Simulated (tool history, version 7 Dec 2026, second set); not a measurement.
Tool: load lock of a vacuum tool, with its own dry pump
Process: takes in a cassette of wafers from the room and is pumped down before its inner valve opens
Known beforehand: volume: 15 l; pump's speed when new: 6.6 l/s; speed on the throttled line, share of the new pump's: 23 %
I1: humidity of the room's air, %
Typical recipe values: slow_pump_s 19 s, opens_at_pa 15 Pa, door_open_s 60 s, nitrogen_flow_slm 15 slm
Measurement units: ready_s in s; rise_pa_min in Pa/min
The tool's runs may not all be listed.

run 1 day=0.000 | slow_pump_s=19 opens_at_pa=15 door_open_s=60 nitrogen_flow_slm=15 | I1=49.3 | ready_s=36.1 rise_pa_min=0.264
run 2 day=8.708 | slow_pump_s=19 opens_at_pa=15 door_open_s=60 nitrogen_flow_slm=15 | I1=44.3 | ready_s=36.0 rise_pa_min=0.267
run 3 day=19.292 | slow_pump_s=19 opens_at_pa=15 door_open_s=60 nitrogen_flow_slm=15 | I1=39.6 | ready_s=36.2 rise_pa_min=0.290
run 4 day=26.129 | slow_pump_s=19 opens_at_pa=15 door_open_s=60 nitrogen_flow_slm=15 | I1=46.6 | ready_s=36.5 rise_pa_min=0.305
run 5 day=37.292 | slow_pump_s=22 opens_at_pa=15 door_open_s=60 nitrogen_flow_slm=15 | I1=43.9 | ready_s=38.7 rise_pa_min=0.321
run 6 day=47.108 | slow_pump_s=19 opens_at_pa=15 door_open_s=60 nitrogen_flow_slm=13 | I1=47.8 | ready_s=36.2 rise_pa_min=0.344
run 7 day=58.021 | slow_pump_s=19 opens_at_pa=15 door_open_s=221 nitrogen_flow_slm=13 | I1=43.2 | ready_s=36.0 rise_pa_min=0.413
run 8 day=71.833 | slow_pump_s=19 opens_at_pa=15 door_open_s=221 nitrogen_flow_slm=13 | I1=47.1 | ready_s=36.1 rise_pa_min=0.446
run 9 day=78.821 | slow_pump_s=19 opens_at_pa=15 door_open_s=221 nitrogen_flow_slm=13 | I1=46.7 | ready_s=36.8 rise_pa_min=0.453
run 10 day=86.271 | slow_pump_s=19 opens_at_pa=15 door_open_s=221 nitrogen_flow_slm=13 | I1=44.0 | ready_s=36.3 rise_pa_min=0.467
run 11 day=96.025 | slow_pump_s=19 opens_at_pa=15 door_open_s=221 nitrogen_flow_slm=13 | I1=42.2 | ready_s=36.8 rise_pa_min=0.476
run 12 day=102.746 | slow_pump_s=19 opens_at_pa=15 door_open_s=27 nitrogen_flow_slm=15 | I1=46.8 | ready_s=36.4 rise_pa_min=0.432
run 13 day=112.158 | slow_pump_s=19 opens_at_pa=15 door_open_s=36 nitrogen_flow_slm=15 | I1=41.9 | ready_s=36.8 rise_pa_min=0.459
run 14 day=125.988 | slow_pump_s=26 opens_at_pa=18 door_open_s=28 nitrogen_flow_slm=33 | I1=44.2 | ready_s=41.3 rise_pa_min=0.472
run 15 day=138.633 | slow_pump_s=13 opens_at_pa=23 door_open_s=58 nitrogen_flow_slm=6 | I1=46.5 | ready_s=31.2 rise_pa_min=0.555
run 16 day=149.646 | slow_pump_s=35 opens_at_pa=19 door_open_s=41 nitrogen_flow_slm=15 | I1=48.0 | ready_s=48.4 rise_pa_min=0.552
run 17 day=161.733 | slow_pump_s=14 opens_at_pa=15 door_open_s=60 nitrogen_flow_slm=15 | I1=44.2 | ready_s=33.3 rise_pa_min=0.579
run 18 day=169.012 | slow_pump_s=14 opens_at_pa=15 door_open_s=60 nitrogen_flow_slm=15 | I1=45.0 | ready_s=33.0 rise_pa_min=0.608
run 19 day=178.167 | slow_pump_s=12 opens_at_pa=10 door_open_s=219 nitrogen_flow_slm=28 | I1=44.0 | ready_s=32.5 rise_pa_min=0.650
-- day=184.238 dry pump taken out, an overhauled one fitted
run 20 day=191.700 | slow_pump_s=12 opens_at_pa=10 door_open_s=219 nitrogen_flow_slm=9 | I1=42.2 | ready_s=30.5 rise_pa_min=0.713
run 21 day=206.517 | slow_pump_s=12 opens_at_pa=10 door_open_s=219 nitrogen_flow_slm=9 | I1=46.6 | ready_s=30.3 rise_pa_min=0.760
run 22 day=219.317 | slow_pump_s=11 opens_at_pa=10 door_open_s=219 nitrogen_flow_slm=15 | I1=46.5 | ready_s=29.6 rise_pa_min=0.786
run 23 day=231.125 | slow_pump_s=10 opens_at_pa=15 door_open_s=27 nitrogen_flow_slm=7 | I1=47.7 | ready_s=27.6 rise_pa_min=0.743
-- day=233.417 door's seal changed, seat wiped
run 24 day=238.388 | slow_pump_s=10 opens_at_pa=15 door_open_s=27 nitrogen_flow_slm=7 | I1=44.1 | ready_s=28.4 rise_pa_min=0.052
run 25 day=244.962 | slow_pump_s=10 opens_at_pa=22 door_open_s=46 nitrogen_flow_slm=15 | I1=44.7 | ready_s=26.9 rise_pa_min=0.059

Consider 3 possible next runs. They are alternatives, not a sequence: every one starts from the tool as it was left by run 25. What does each give?
run A day=253.496 | slow_pump_s=12 opens_at_pa=22 door_open_s=46 nitrogen_flow_slm=15 | I1=43.9 | ready_s=? rise_pa_min=?
run B day=253.496 | slow_pump_s=19 opens_at_pa=15 door_open_s=60 nitrogen_flow_slm=19 | I1=46.3 | ready_s=? rise_pa_min=?
run C day=253.496 | slow_pump_s=19 opens_at_pa=15 door_open_s=137 nitrogen_flow_slm=15 | I1=43.7 | ready_s=? rise_pa_min=?

run=A ready_s=28.5 rise_pa_min=0.066
run=B ready_s=34.5 rise_pa_min=0.070
run=C ready_s=34.8 rise_pa_min=0.101
Take away the tool's hidden state, keep each run's random variation, and the runs would have read:
run=A ready_s=28.2 rise_pa_min=0.052
run=B ready_s=34.2 rise_pa_min=0.056
run=C ready_s=34.5 rise_pa_min=0.087
